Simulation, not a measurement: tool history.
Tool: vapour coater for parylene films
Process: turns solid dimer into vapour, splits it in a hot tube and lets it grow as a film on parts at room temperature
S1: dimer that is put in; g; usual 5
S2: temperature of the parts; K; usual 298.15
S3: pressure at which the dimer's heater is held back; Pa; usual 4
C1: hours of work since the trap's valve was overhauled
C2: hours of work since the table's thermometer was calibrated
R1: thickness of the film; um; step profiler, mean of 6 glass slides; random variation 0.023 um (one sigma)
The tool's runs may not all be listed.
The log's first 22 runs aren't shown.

{"run": 23, "hour": 462.5, "S1": 5, "S2": 298.15, "S3": 4, "C1": 66, "C2": 442, "R1": 1.4}
{"run": 24, "hour": 478.0, "S1": 5, "S2": 298.15, "S3": 4, "C1": 75, "C2": 451, "R1": 1.35}
{"run": 25, "hour": 493.0, "S1": 4, "S2": 300.15, "S3": 6.94, "C1": 84, "C2": 460, "R1": 0.88}
{"run": 26, "hour": 510.2, "S1": 4, "S2": 300.15, "S3": 6.94, "C1": 94, "C2": 470, "R1": 0.85}
{"run": 27, "hour": 535.4, "S1": 7, "S2": 302.15, "S3": 6.94, "C1": 108, "C2": 484, "R1": 1.42}
{"run": 28, "hour": 547.3, "S1": 5, "S2": 308.15, "S3": 4, "C1": 115, "C2": 491, "R1": 0.9}
{"run": 29, "hour": 565.0, "S1": 5, "S2": 308.15, "S3": 4, "C1": 125, "C2": 501, "R1": 0.94}
{"run": 30, "hour": 584.4, "S1": 6, "S2": 298.15, "S3": 6.52, "C1": 137, "C2": 513, "R1": 1.44}
{"run": 31, "hour": 605.2, "S1": 3, "S2": 295.15, "S3": 3.76, "C1": 149, "C2": 525, "R1": 0.87}
{"run": 32, "hour": 629.6, "S1": 5, "S2": 298.15, "S3": 4, "C1": 163, "C2": 539, "R1": 1.31}
{"run": 33, "hour": 649.8, "S1": 3, "S2": 303.15, "S3": 10.71, "C1": 174, "C2": 551, "R1": 0.48}
{"run": 34, "hour": 674.8, "S1": 8, "S2": 298.15, "S3": 4.52, "C1": 189, "C2": 565, "R1": 1.97}
{"run": 35, "hour": 692.6, "S1": 3, "S2": 303.15, "S3": 8.87, "C1": 199, "C2": 575, "R1": 0.51}
{"run": 36, "hour": 715.6, "S1": 6, "S2": 298.15, "S3": 2.27, "C1": 213, "C2": 589, "R1": 1.69}
{"run": 37, "hour": 733.8, "S1": 2, "S2": 291.15, "S3": 3.09, "C1": 223, "C2": 599, "R1": 0.66}
{"run": 38, "hour": 744.9, "S1": 2, "S2": 291.15, "S3": 3.09, "C1": 230, "C2": 606, "R1": 0.63}
{"run": 39, "hour": 766.1, "S1": 5, "S2": 306.15, "S3": 3.28, "C1": 242, "C2": 618, "R1": 0.99}
{"hour": 781.9, "done": "trap's valve overhauled"}
{"run": 40, "hour": 793.8, "S1": 8, "S2": 294.15, "S3": 3.05, "C1": 7, "C2": 632, "R1": 2.71}
{"run": 41, "hour": 812.6, "S1": 8, "S2": 294.15, "S3": 3.05, "C1": 18, "C2": 643, "R1": 2.72}
{"run": 42, "hour": 837.1, "S1": 5, "S2": 299.15, "S3": 4.86, "C1": 32, "C2": 657, "R1": 1.31}
{"run": 43, "hour": 856.2, "S1": 5, "S2": 298.15, "S3": 2.59, "C1": 43, "C2": 668, "R1": 1.5}
{"run": 44, "hour": 869.2, "S1": 5, "S2": 298.15, "S3": 11.77, "C1": 51, "C2": 675, "R1": 1}
{"run": 45, "hour": 884.1, "S1": 5, "S2": 298.15, "S3": 11.77, "C1": 59, "C2": 684, "R1": 1.03}
{"run": 46, "hour": 902.2, "S1": 3, "S2": 298.15, "S3": 11.77, "C1": 70, "C2": 694, "R1": 0.61}
{"run": 47, "hour": 926.5, "S1": 3, "S2": 298.15, "S3": 11.77, "C1": 84, "C2": 708, "R1": 0.61}

4 ways to go on from here, each from the tool as it stands after run 47. What would each give?
{"run": "A", "hour": 938.1, "S1": 4, "S2": 305.15, "S3": 2.21, "C1": 90, "C2": 715, "R1": "?"}
{"run": "B", "hour": 938.1, "S1": 4, "S2": 298.15, "S3": 4.14, "C1": 90, "C2": 715, "R1": "?"}
{"run": "C", "hour": 938.1, "S1": 9, "S2": 291.15, "S3": 4.5, "C1": 90, "C2": 715, "R1": "?"}
{"run": "D", "hour": 938.1, "S1": 3, "S2": 294.15, "S3": 11.77, "C1": 90, "C2": 715, "R1": "?"}

run=A R1=0.97
run=B R1=1.09
run=C R1=2.92
run=D R1=0.7
Without the tool's hidden state the same runs would have given:
run=A R1=1.03
run=B R1=1.16
run=C R1=3.12
run=D R1=0.74
